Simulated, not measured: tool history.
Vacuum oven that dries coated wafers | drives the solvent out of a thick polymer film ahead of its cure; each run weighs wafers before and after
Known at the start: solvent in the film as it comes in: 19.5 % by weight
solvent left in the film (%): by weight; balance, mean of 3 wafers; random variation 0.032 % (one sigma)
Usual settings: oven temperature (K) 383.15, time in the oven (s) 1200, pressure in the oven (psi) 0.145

run	hour	oven temperature (K)	time in the oven (s)	pressure in the oven (psi)	solvent left in the film (%)
1	0.0	383.15	1200	0.145	1.18
2	54.1	383.15	1200	0.145	1.19
3	106.5	383.15	1200	0.145	1.14
4	232.5	383.15	1200	0.145	1.18
5	346.0	383.15	1200	0.145	1.11
6	472.8	383.15	1200	0.145	1.16
7	554.5	383.15	1200	0.561	2.07
8	632.0	383.15	1200	0.075	1.02
9	720.5	383.15	1200	0.075	1.02
10	840.8	383.15	1560	0.075	0.53
11	942.4	394.15	1560	0.075	0.16
12	1036.1	394.15	1560	0.075	0.20
13	1122.6	384.15	1560	0.084	0.49
14	1221.1	384.15	1560	0.399	1.14
15	1279.0	383.15	1560	0.219	0.80
16	1345.7	368.15	600	0.139	7.79
17	1433.6	397.15	1140	0.115	0.35
18	1502.1	387.15	1200	0.390	1.28
19	1621.8	387.15	1200	0.390	1.20
20	1749.8	387.15	1200	0.390	1.28
21	1814.4	383.15	1200	0.086	1.08
22	1938.3	383.15	1200	0.086	1.09
23	2053.7	383.15	1200	0.086	1.09
24	2128.5	383.15	1200	0.086	1.01

Not shown: 2 entries that the log had between the listed runs. Between which runs, and how does the tool's hidden state differ before and after?
Between runs 7 and 8: vacuum gauge cleaned of residue and calibrated (hour 615.5)
  true wafer temperature over the reading, C: 0.07 -> 0.08; true pressure over the reading, kPa: 0.023 -> 0.001
Between runs 19 and 20: oven's thermocouples calibrated (hour 1671.4)
  true wafer temperature over the reading, C: 0.12 -> 0.01; true pressure over the reading, kPa: 0.011 -> 0.013

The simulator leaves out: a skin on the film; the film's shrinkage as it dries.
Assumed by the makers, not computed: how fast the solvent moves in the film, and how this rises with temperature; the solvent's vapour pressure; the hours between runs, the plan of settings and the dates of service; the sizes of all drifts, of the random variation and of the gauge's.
